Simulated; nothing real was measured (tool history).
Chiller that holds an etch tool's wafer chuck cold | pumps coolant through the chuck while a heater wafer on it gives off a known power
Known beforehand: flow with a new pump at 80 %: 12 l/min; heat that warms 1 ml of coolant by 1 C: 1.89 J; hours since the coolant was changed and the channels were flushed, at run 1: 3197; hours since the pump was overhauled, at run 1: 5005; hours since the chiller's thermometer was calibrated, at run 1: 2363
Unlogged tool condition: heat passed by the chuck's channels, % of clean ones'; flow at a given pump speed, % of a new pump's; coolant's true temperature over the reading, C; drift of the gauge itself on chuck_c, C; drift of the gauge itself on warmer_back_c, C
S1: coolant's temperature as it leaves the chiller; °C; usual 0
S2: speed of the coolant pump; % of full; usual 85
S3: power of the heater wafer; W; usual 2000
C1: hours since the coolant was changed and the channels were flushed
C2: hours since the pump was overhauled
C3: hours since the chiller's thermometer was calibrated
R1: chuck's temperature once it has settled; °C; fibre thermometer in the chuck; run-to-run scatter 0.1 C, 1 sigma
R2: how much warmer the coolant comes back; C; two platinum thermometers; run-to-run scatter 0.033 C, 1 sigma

Run 1, day 0: usual settings; C1 3197; C2 5005; C3 2363. Result: R1 19.8 °C, R2 5 C.
Run 2, day 2.6: usual settings; C1 3260; C2 5068; C3 2425. Result: R1 19.7 °C, R2 4.93 C.
Run 3, day 5.283: usual settings; C1 3324; C2 5132; C3 2490. Result: R1 19.6 °C, R2 4.93 C.
At day 6.617: chiller's thermometer calibrated.
Run 4, day 9.133: usual settings but S3 2439 W; C1 3416; C2 5224; C3 60. Result: R1 24 °C, R2 6.05 C.
Run 5, day 12.104: usual settings; C1 3487; C2 5295; C3 132. Result: R1 19.7 °C, R2 4.98 C.
Run 6, day 15.262: usual settings; C1 3563; C2 5371; C3 207. Result: R1 19.5 °C, R2 4.94 C.
Run 7, day 19.725: usual settings; C1 3670; C2 5478; C3 315. Result: R1 19.8 °C, R2 4.99 C.
Run 8, day 23.688: usual settings; C1 3765; C2 5573; C3 410. Result: R1 19.7 °C, R2 4.97 C.
Run 9, day 26.504: usual settings; C1 3833; C2 5641; C3 477. Result: R1 19.8 °C, R2 5.02 C.
Run 10, day 30.608: usual settings but S1 3 °C; C1 3931; C2 5739; C3 576. Result: R1 22.7 °C, R2 5.07 C.
Run 11, day 33.921: usual settings but S2 86 % of full; C1 4010; C2 5819; C3 655. Result: R1 19.6 °C, R2 5.02 C.
Run 12, day 37.992: usual settings but S2 86 % of full; C1 4108; C2 5916; C3 753. Result: R1 19.4 °C, R2 4.96 C.
Run 13, day 41.708: usual settings but S2 86 % of full; C1 4197; C2 6005; C3 842. Result: R1 19.6 °C, R2 5.01 C.
Run 14, day 45.754: usual settings but S2 86 % of full; C1 4295; C2 6103; C3 939. Result: R1 19.5 °C, R2 5.04 C.
Run 15, day 49.362: usual settings but S2 70 % of full; C1 4381; C2 6189; C3 1026. Result: R1 21.9 °C, R2 6.3 C.
Run 16, day 52.458: usual settings but S2 70 % of full; C1 4455; C2 6263; C3 1100. Result: R1 21.7 °C, R2 6.36 C.
Run 17, day 54.988: usual settings but S2 72 % of full, S3 2107 W; C1 4516; C2 6324; C3 1161. Result: R1 22.8 °C, R2 6.48 C.
Run 18, day 57.829: usual settings but S1 5 °C, S2 72 % of full, S3 2132 W; C1 4584; C2 6392; C3 1229. Result: R1 27.8 °C, R2 6.57 C.
Run 19, day 62.217: usual settings but S1 -4 °C, S2 91 % of full; C1 4690; C2 6498; C3 1334. Result: R1 15 °C, R2 4.77 C.
Run 20, day 67.608: usual settings but S1 6 °C, S2 70 % of full, S3 1405 W; C1 4819; C2 6627; C3 1464. Result: R1 21.2 °C, R2 4.58 C.
Run 21, day 72.433: usual settings but S1 6 °C, S2 70 % of full, S3 1405 W; C1 4935; C2 6743; C3 1580. Result: R1 21.5 °C, R2 4.51 C.
Run 22, day 77.933: usual settings but S1 6 °C, S2 70 % of full, S3 1405 W; C1 5067; C2 6875; C3 1712. Result: R1 21.4 °C, R2 4.58 C.
Run 23, day 82.321: usual settings but S1 5 °C, S2 63 % of full, S3 1299 W; C1 5172; C2 6980; C3 1817. Result: R1 20.1 °C, R2 4.76 C.
Run 24, day 86.338: usual settings but S1 6 °C; C1 5269; C2 7077; C3 1913. Result: R1 25.7 °C, R2 5.16 C.
Run 25, day 91.762: usual settings but S1 -4 °C, S2 61 % of full, S3 1431 W; C1 5399; C2 7207; C3 2043. Result: R1 12.8 °C, R2 5.44 C.
Run 26, day 94.404: usual settings but S3 1424 W; C1 5462; C2 7270; C3 2107. Result: R1 14 °C, R2 3.82 C.
Run 27, day 98.246: usual settings but S3 1527 W; C1 5554; C2 7362; C3 2199. Result: R1 15 °C, R2 4.05 C.
Run 28, day 102.096: usual settings but S1 5 °C, S2 84 % of full, S3 1514 W; C1 5647; C2 7455; C3 2292. Result: R1 20 °C, R2 4.13 C.
Run 29, day 104.725: usual settings but S1 5 °C, S2 84 % of full, S3 1514 W; C1 5710; C2 7518; C3 2355. Result: R1 19.9 °C, R2 4.07 C.
Run 30, day 108.671: usual settings but S2 65 % of full, S3 1472 W; C1 5804; C2 7613; C3 2449. Result: R1 16.8 °C, R2 5.24 C.
At day 111.625: chiller's thermometer calibrated.
Run 31, day 113.112: usual settings but S2 65 % of full, S3 1472 W; C1 5910; C2 7718; C3 36. Result: R1 16.7 °C, R2 5.26 C.
Run 32, day 115.888: usual settings but S2 65 % of full, S3 1472 W; C1 5977; C2 7785; C3 102. Result: R1 16.9 °C, R2 5.29 C.

4 ways to go on from here, each from the tool as it stands after run 32. What would each give?
Run A, day 119.304: usual settings but S2 83 % of full, S3 1472 W; C1 6059; C2 7867; C3 184. Result: R1 ?, R2 ?.
Run B, day 119.304: usual settings but S2 65 % of full, S3 2208 W; C1 6059; C2 7867; C3 184. Result: R1 ?, R2 ?.
Run C, day 119.304: usual settings but S2 84 % of full, S3 1064 W; C1 6059; C2 7867; C3 184. Result: R1 ?, R2 ?.
Run D, day 119.304: usual settings but S1 -4 °C, S2 61 % of full, S3 2222 W; C1 6059; C2 7867; C3 184. Result: R1 ?, R2 ?.

run    R1    R2
  A  14.7  4.08
  B  25.1  7.72
  C  10.5  3.01
  D  22.4  8.31
With the hidden condition removed and each run's random variation left untouched, the same runs would have given:
run    R1    R2
  A  14.6  3.72
  B  25.1  7.36
  C  10.5  2.65
  D  22.4  7.95
